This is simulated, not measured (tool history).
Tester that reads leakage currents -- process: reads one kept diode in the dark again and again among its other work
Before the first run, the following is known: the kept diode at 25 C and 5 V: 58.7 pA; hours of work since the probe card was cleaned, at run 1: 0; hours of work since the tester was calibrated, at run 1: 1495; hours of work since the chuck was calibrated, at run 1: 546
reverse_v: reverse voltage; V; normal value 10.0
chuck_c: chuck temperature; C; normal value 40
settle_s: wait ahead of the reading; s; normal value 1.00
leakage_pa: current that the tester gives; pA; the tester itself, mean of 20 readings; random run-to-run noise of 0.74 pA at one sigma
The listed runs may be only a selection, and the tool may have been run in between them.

run	hour	reverse_v	chuck_c	settle_s	hours of work since the probe card was cleaned	hours of work since the tester was calibrated	hours of work since the chuck was calibrated	leakage_pa
1	0.0	10.0	40	1.00	0	1495	546	233.90
2	177.3	10.0	40	1.00	86	1581	633	234.95
3	355.8	10.0	40	1.00	173	1668	720	233.77
4	563.7	10.0	40	1.00	275	1769	821	231.74
5	708.7	10.0	40	1.00	345	1840	892	232.40
6	986.8	1.9	40	1.00	481	1976	1027	88.68
7	1193.9	1.9	40	1.00	582	2076	1128	88.45
8	1311.5	1.9	22	1.00	639	2134	1186	26.46
9	1580.9	1.9	22	1.00	770	2265	1317	26.33
# hour 1626.8: chuck's temperature calibrated
10	1805.8	1.9	22	1.00	879	2374	87	29.80
11	2062.4	1.9	22	1.00	1004	2499	212	29.62
# hour 2236.6: probe card cleaned and baked
12	2259.4	1.9	22	1.00	11	2593	307	27.57
13	2472.8	8.3	40	1.00	115	2697	411	219.20
14	2696.7	8.3	40	1.00	224	2806	520	218.42
15	2970.1	8.3	40	1.00	357	2940	653	219.12
16	3241.5	8.3	44	1.00	490	3072	785	279.62
17	3434.5	8.3	44	1.00	584	3166	880	278.16
18	3617.1	10.0	40	1.00	673	3255	969	241.34
19	3775.8	19.5	40	1.00	750	3332	1046	358.55
20	3947.3	16.5	40	1.00	834	3416	1129	324.78
21	4145.6	1.9	40	0.55	930	3513	1226	91.57
# hour 4370.7: chuck's temperature calibrated
22	4397.0	1.9	40	0.55	1052	3634	13	98.64
# hour 4461.0: probe card cleaned and baked
23	4544.2	1.9	40	0.55	41	3704	83	96.89
24	4766.4	1.9	40	0.55	149	3813	191	96.26
# hour 4781.1: tester calibrated
25	4976.7	10.0	23	0.91	250	95	293	79.72
26	5252.8	10.0	23	0.91	385	230	427	80.55
27	5516.6	10.0	24	0.91	514	358	556	86.30
28	5758.9	10.0	24	0.91	632	477	674	86.63
29	5956.1	1.8	56	1.00	728	573	770	238.45
30	6189.3	10.0	28	3.84	841	686	884	111.23
31	6328.0	10.0	28	3.84	909	754	951	111.41
32	6469.2	10.0	28	3.84	978	823	1020	111.90
# hour 6692.4: probe card cleaned and baked
33	6705.6	6.5	35	0.63	6	936	1134	130.10
34	6828.5	12.6	40	1.00	66	996	1194	261.62
35	7062.1	12.6	40	1.00	180	1110	1308	261.89
# hour 7129.7: chuck's temperature calibrated
36	7327.9	1.7	40	1.00	309	1239	97	90.44
37	7535.6	2.4	40	7.27	410	1340	198	109.56
38	7796.0	10.0	22	2.99	537	1467	325	76.11

Branching from run 38: 4 alternative next runs. What would each branch give?
A	7949.6	1.3	40	1.16	612	1542	400	?
B	7949.6	10.3	22	2.99	612	1542	400	?
C	7949.6	4.7	23	4.57	612	1542	400	?
D	7949.6	10.0	25	2.99	612	1542	400	?

run	leakage_pa
A	76.19
B	78.41
C	51.53
D	93.47
Stripped of hidden state, with their random variation kept, the same runs would have yielded:
run	leakage_pa
A	75.97
B	72.82
C	49.16
D	88.21
